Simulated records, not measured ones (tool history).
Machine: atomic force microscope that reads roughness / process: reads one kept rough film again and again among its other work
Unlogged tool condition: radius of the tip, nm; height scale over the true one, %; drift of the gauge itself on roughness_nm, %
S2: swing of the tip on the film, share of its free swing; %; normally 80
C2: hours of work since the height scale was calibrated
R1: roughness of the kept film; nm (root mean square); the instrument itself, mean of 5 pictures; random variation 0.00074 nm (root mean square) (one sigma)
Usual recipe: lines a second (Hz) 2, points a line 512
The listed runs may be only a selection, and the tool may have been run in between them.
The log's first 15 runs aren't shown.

run 16 hour=535.9 | lines_a_second_(Hz)=2 S2=80 points_a_line=995 | pictures_with_this_tip=114 C2=1071 | R1=0.6811
-- hour=546 new tip fitted
run 17 hour=567.1 | lines_a_second_(Hz)=2 S2=80 points_a_line=995 | pictures_with_this_tip=55 C2=1095 | R1=0.6822
run 18 hour=596.6 | lines_a_second_(Hz)=2 S2=80 points_a_line=995 | pictures_with_this_tip=132 C2=1117 | R1=0.6817
-- hour=599.4 new tip fitted
run 19 hour=626 | lines_a_second_(Hz)=2 S2=80 points_a_line=995 | pictures_with_this_tip=69 C2=1139 | R1=0.6809
-- hour=654.6 new tip fitted
run 20 hour=666.7 | lines_a_second_(Hz)=2 S2=80 points_a_line=995 | pictures_with_this_tip=31 C2=1170 | R1=0.6813
run 21 hour=703.5 | lines_a_second_(Hz)=2 S2=80 points_a_line=995 | pictures_with_this_tip=127 C2=1199 | R1=0.681
-- hour=707.4 new tip fitted
run 22 hour=751.7 | lines_a_second_(Hz)=2 S2=59 points_a_line=439 | pictures_with_this_tip=115 C2=1235 | R1=0.7694
-- hour=762 new tip fitted
run 23 hour=787.2 | lines_a_second_(Hz)=1.35 S2=62 points_a_line=482 | pictures_with_this_tip=66 C2=1262 | R1=0.7766
-- hour=814.4 new tip fitted
run 24 hour=820.7 | lines_a_second_(Hz)=2 S2=84 points_a_line=421 | pictures_with_this_tip=16 C2=1287 | R1=0.6578
run 25 hour=841.5 | lines_a_second_(Hz)=1.99 S2=80 points_a_line=307 | pictures_with_this_tip=70 C2=1303 | R1=0.6805
run 26 hour=862.2 | lines_a_second_(Hz)=0.64 S2=87 points_a_line=579 | pictures_with_this_tip=124 C2=1319 | R1=0.7493
-- hour=868.9 new tip fitted
run 27 hour=910.1 | lines_a_second_(Hz)=2.85 S2=62 points_a_line=444 | pictures_with_this_tip=107 C2=1356 | R1=0.7403
-- hour=922.1 new tip fitted
run 28 hour=960 | lines_a_second_(Hz)=0.56 S2=71 points_a_line=723 | pictures_with_this_tip=99 C2=1393 | R1=0.7889
-- hour=974.8 new tip fitted
run 29 hour=984.6 | lines_a_second_(Hz)=0.56 S2=71 points_a_line=723 | pictures_with_this_tip=26 C2=1412 | R1=0.7886
run 30 hour=1012.4 | lines_a_second_(Hz)=2 S2=63 points_a_line=378 | pictures_with_this_tip=98 C2=1433 | R1=0.7558
-- hour=1029.6 new tip fitted
run 31 hour=1035 | lines_a_second_(Hz)=2 S2=63 points_a_line=378 | pictures_with_this_tip=14 C2=1450 | R1=0.7569
run 32 hour=1067.1 | lines_a_second_(Hz)=2 S2=63 points_a_line=378 | pictures_with_this_tip=97 C2=1475 | R1=0.7566
-- hour=1083.4 new tip fitted
run 33 hour=1096 | lines_a_second_(Hz)=2.56 S2=80 points_a_line=512 | pictures_with_this_tip=33 C2=1497 | R1=0.6514
-- hour=1135.5 new tip fitted
run 34 hour=1140 | lines_a_second_(Hz)=2 S2=70 points_a_line=924 | pictures_with_this_tip=12 C2=1530 | R1=0.7308
run 35 hour=1170.9 | lines_a_second_(Hz)=2 S2=80 points_a_line=358 | pictures_with_this_tip=92 C2=1554 | R1=0.6795
-- hour=1188.8 new tip fitted
run 36 hour=1210.7 | lines_a_second_(Hz)=2 S2=80 points_a_line=358 | pictures_with_this_tip=57 C2=1584 | R1=0.6795
-- hour=1242 new tip fitted
run 37 hour=1247.2 | lines_a_second_(Hz)=0.65 S2=80 points_a_line=579 | pictures_with_this_tip=14 C2=1611 | R1=0.7663

Predict each of these 5 candidate next runs independently; none follows another, all start after run 37:
run A hour=1291.8 | lines_a_second_(Hz)=0.75 S2=59 points_a_line=487 | pictures_with_this_tip=130 C2=1646 | R1=?
run B hour=1291.8 | lines_a_second_(Hz)=0.65 S2=68 points_a_line=369 | pictures_with_this_tip=130 C2=1646 | R1=?
run C hour=1291.8 | lines_a_second_(Hz)=3.47 S2=80 points_a_line=320 | pictures_with_this_tip=130 C2=1646 | R1=?
run D hour=1291.8 | lines_a_second_(Hz)=2 S2=80 points_a_line=492 | pictures_with_this_tip=130 C2=1646 | R1=?
run E hour=1291.8 | lines_a_second_(Hz)=1.86 S2=87 points_a_line=392 | pictures_with_this_tip=130 C2=1646 | R1=?

run=A R1=0.7965
run=B R1=0.7882
run=C R1=0.6072
run=D R1=0.6814
run=E R1=0.6475
Without the tool's hidden state the same runs would have given:
run=A R1=0.7967
run=B R1=0.7884
run=C R1=0.6073
run=D R1=0.6815
run=E R1=0.6476
